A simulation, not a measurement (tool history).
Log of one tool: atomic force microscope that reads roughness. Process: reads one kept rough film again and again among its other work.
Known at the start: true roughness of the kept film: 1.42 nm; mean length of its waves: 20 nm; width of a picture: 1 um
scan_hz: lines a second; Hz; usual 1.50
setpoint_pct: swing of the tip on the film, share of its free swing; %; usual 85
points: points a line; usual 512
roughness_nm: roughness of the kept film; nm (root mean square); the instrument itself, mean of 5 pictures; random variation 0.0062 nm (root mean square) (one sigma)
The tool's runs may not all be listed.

{"run": 1, "hour": 0.0, "scan_hz": 1.5, "setpoint_pct": 85, "points": 512, "roughness_nm": 0.918}
{"hour": 1.7, "done": "new tip fitted"}
{"run": 2, "hour": 9.3, "scan_hz": 1.5, "setpoint_pct": 85, "points": 512, "roughness_nm": 1.174}
{"run": 3, "hour": 17.7, "scan_hz": 1.5, "setpoint_pct": 85, "points": 286, "roughness_nm": 1.135}
{"run": 4, "hour": 27.3, "scan_hz": 0.5, "setpoint_pct": 85, "points": 512, "roughness_nm": 1.218}
{"run": 5, "hour": 34.6, "scan_hz": 0.5, "setpoint_pct": 85, "points": 509, "roughness_nm": 1.201}
{"run": 6, "hour": 45.7, "scan_hz": 0.5, "setpoint_pct": 85, "points": 509, "roughness_nm": 1.183}
{"run": 7, "hour": 51.4, "scan_hz": 3.0, "setpoint_pct": 85, "points": 509, "roughness_nm": 1.054}
{"run": 8, "hour": 59.9, "scan_hz": 3.0, "setpoint_pct": 85, "points": 509, "roughness_nm": 1.05}
{"run": 9, "hour": 69.8, "scan_hz": 2.45, "setpoint_pct": 70, "points": 512, "roughness_nm": 1.12}
{"run": 10, "hour": 75.0, "scan_hz": 1.0, "setpoint_pct": 55, "points": 346, "roughness_nm": 1.172}
{"run": 11, "hour": 82.7, "scan_hz": 1.0, "setpoint_pct": 55, "points": 346, "roughness_nm": 1.175}
{"run": 12, "hour": 92.8, "scan_hz": 1.5, "setpoint_pct": 66, "points": 490, "roughness_nm": 1.138}
{"run": 13, "hour": 103.5, "scan_hz": 1.5, "setpoint_pct": 90, "points": 923, "roughness_nm": 1.064}

Forecast each of these 3 alternatives for the next run:
{"run": "A", "hour": 114.4, "scan_hz": 0.92, "setpoint_pct": 85, "points": 603, "roughness_nm": "?"}
{"run": "B", "hour": 114.4, "scan_hz": 1.5, "setpoint_pct": 87, "points": 923, "roughness_nm": "?"}
{"run": "C", "hour": 114.4, "scan_hz": 1.2, "setpoint_pct": 90, "points": 318, "roughness_nm": "?"}

run=A roughness_nm=1.105
run=B roughness_nm=1.082
run=C roughness_nm=1.060
Without the tool's hidden state the same runs would have given:
run=A roughness_nm=1.220
run=B roughness_nm=1.193
run=C roughness_nm=1.170

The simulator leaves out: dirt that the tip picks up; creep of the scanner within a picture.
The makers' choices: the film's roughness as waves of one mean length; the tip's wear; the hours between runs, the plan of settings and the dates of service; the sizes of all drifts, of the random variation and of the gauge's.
